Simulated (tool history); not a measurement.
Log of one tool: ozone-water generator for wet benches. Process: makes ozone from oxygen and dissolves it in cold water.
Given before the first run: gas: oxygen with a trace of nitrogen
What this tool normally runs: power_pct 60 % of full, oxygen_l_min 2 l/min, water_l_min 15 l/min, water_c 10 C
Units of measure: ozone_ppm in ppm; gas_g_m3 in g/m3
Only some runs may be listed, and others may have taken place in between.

run 1 day=0 | power_pct=60 oxygen_l_min=2 water_l_min=15 water_c=10 | ozone_ppm=18.9 gas_g_m3=218.7
run 2 day=3.446 | power_pct=67 oxygen_l_min=2 water_l_min=15 water_c=10 | ozone_ppm=20.6 gas_g_m3=243.5
run 3 day=5.421 | power_pct=67 oxygen_l_min=2 water_l_min=15 water_c=10 | ozone_ppm=21 gas_g_m3=242.6
run 4 day=8.658 | power_pct=67 oxygen_l_min=2 water_l_min=15 water_c=10 | ozone_ppm=20.8 gas_g_m3=241
run 5 day=12.671 | power_pct=67 oxygen_l_min=2 water_l_min=15 water_c=10 | ozone_ppm=20.9 gas_g_m3=244.2
run 6 day=16.246 | power_pct=60 oxygen_l_min=2 water_l_min=15 water_c=10 | ozone_ppm=18.7 gas_g_m3=218.9
run 7 day=18.296 | power_pct=60 oxygen_l_min=2 water_l_min=15 water_c=10 | ozone_ppm=18.8 gas_g_m3=220
run 8 day=21.492 | power_pct=60 oxygen_l_min=2 water_l_min=15 water_c=15 | ozone_ppm=18.1 gas_g_m3=218.8
run 9 day=23.867 | power_pct=60 oxygen_l_min=2 water_l_min=15 water_c=15 | ozone_ppm=18.1 gas_g_m3=219.8
run 10 day=26.375 | power_pct=60 oxygen_l_min=2 water_l_min=15 water_c=15 | ozone_ppm=18.1 gas_g_m3=220.1
run 11 day=30.45 | power_pct=52 oxygen_l_min=2 water_l_min=15 water_c=10 | ozone_ppm=16.3 gas_g_m3=191.8
run 12 day=32.988 | power_pct=60 oxygen_l_min=2 water_l_min=15 water_c=10 | ozone_ppm=18.3 gas_g_m3=217.8
run 13 day=36.771 | power_pct=42 oxygen_l_min=2 water_l_min=15 water_c=10 | ozone_ppm=13.5 gas_g_m3=157.5
run 14 day=38.762 | power_pct=42 oxygen_l_min=2 water_l_min=15 water_c=10 | ozone_ppm=13.4 gas_g_m3=158.2
-- day=38.958 water thermometer calibrated
run 15 day=41.438 | power_pct=42 oxygen_l_min=1.13 water_l_min=15 water_c=10 | ozone_ppm=12.5 gas_g_m3=233.2
run 16 day=44.188 | power_pct=87 oxygen_l_min=1.13 water_l_min=15 water_c=10 | ozone_ppm=24.6 gas_g_m3=451.9
run 17 day=47.188 | power_pct=64 oxygen_l_min=1.27 water_l_min=11 water_c=10 | ozone_ppm=25.8 gas_g_m3=314.2
run 18 day=49.408 | power_pct=64 oxygen_l_min=1.27 water_l_min=11 water_c=10 | ozone_ppm=25.7 gas_g_m3=314.8
run 19 day=52.792 | power_pct=63 oxygen_l_min=1.26 water_l_min=18 water_c=10 | ozone_ppm=15.2 gas_g_m3=310.2
run 20 day=55.388 | power_pct=63 oxygen_l_min=1.26 water_l_min=18 water_c=10 | ozone_ppm=15.4 gas_g_m3=311.9
run 21 day=59.2 | power_pct=60 oxygen_l_min=1.98 water_l_min=10 water_c=11 | ozone_ppm=26.4 gas_g_m3=219.3
-- day=61.588 water thermometer calibrated, once more
run 22 day=62.425 | power_pct=60 oxygen_l_min=1.98 water_l_min=10 water_c=11 | ozone_ppm=26.6 gas_g_m3=217.1
run 23 day=66.538 | power_pct=60 oxygen_l_min=1.98 water_l_min=10 water_c=11 | ozone_ppm=26.6 gas_g_m3=217.4
run 24 day=68.383 | power_pct=60 oxygen_l_min=1.99 water_l_min=15 water_c=18 | ozone_ppm=17.1 gas_g_m3=216.8
run 25 day=70.242 | power_pct=97 oxygen_l_min=1.33 water_l_min=11 water_c=18 | ozone_ppm=35.2 gas_g_m3=442.5
run 26 day=73.25 | power_pct=69 oxygen_l_min=1.33 water_l_min=10 water_c=18 | ozone_ppm=27.9 gas_g_m3=325.1
run 27 day=75.142 | power_pct=69 oxygen_l_min=1.33 water_l_min=10 water_c=18 | ozone_ppm=28.2 gas_g_m3=324.8
run 28 day=77.3 | power_pct=59 oxygen_l_min=2.87 water_l_min=10 water_c=18 | ozone_ppm=23.1 gas_g_m3=165
run 29 day=79.454 | power_pct=61 oxygen_l_min=2.34 water_l_min=15 water_c=10 | ozone_ppm=18.8 gas_g_m3=200.3
run 30 day=82.629 | power_pct=61 oxygen_l_min=2.34 water_l_min=15 water_c=10 | ozone_ppm=19 gas_g_m3=196.1
run 31 day=85.458 | power_pct=60 oxygen_l_min=2 water_l_min=24 water_c=11 | ozone_ppm=11 gas_g_m3=216
run 32 day=88.662 | power_pct=61 oxygen_l_min=1.11 water_l_min=14 water_c=16 | ozone_ppm=18.4 gas_g_m3=330.8

Below are 5 alternative next runs, each starting from the tool's condition after run 32. Predict each:
run A day=90.433 | power_pct=61 oxygen_l_min=2.01 water_l_min=14 water_c=13 | ozone_ppm=? gas_g_m3=?
run B day=90.433 | power_pct=61 oxygen_l_min=1.23 water_l_min=14 water_c=7 | ozone_ppm=? gas_g_m3=?
run C day=90.433 | power_pct=61 oxygen_l_min=1.11 water_l_min=14 water_c=7 | ozone_ppm=? gas_g_m3=?
run D day=90.433 | power_pct=44 oxygen_l_min=2 water_l_min=15 water_c=10 | ozone_ppm=? gas_g_m3=?
run E day=90.433 | power_pct=61 oxygen_l_min=1.11 water_l_min=10 water_c=16 | ozone_ppm=? gas_g_m3=?

run=A ozone_ppm=19.7 gas_g_m3=216.3
run=B ozone_ppm=19.4 gas_g_m3=305.2
run=C ozone_ppm=19.1 gas_g_m3=327.9
run=D ozone_ppm=13.8 gas_g_m3=163.5
run=E ozone_ppm=24.8 gas_g_m3=329.2
With the hidden condition removed and each run's random variation left untouched, the same runs would have given:
run=A ozone_ppm=20.2 gas_g_m3=219.4
run=B ozone_ppm=19.9 gas_g_m3=309.6
run=C ozone_ppm=19.6 gas_g_m3=332.6
run=D ozone_ppm=14.2 gas_g_m3=165
run=E ozone_ppm=25.5 gas_g_m3=334

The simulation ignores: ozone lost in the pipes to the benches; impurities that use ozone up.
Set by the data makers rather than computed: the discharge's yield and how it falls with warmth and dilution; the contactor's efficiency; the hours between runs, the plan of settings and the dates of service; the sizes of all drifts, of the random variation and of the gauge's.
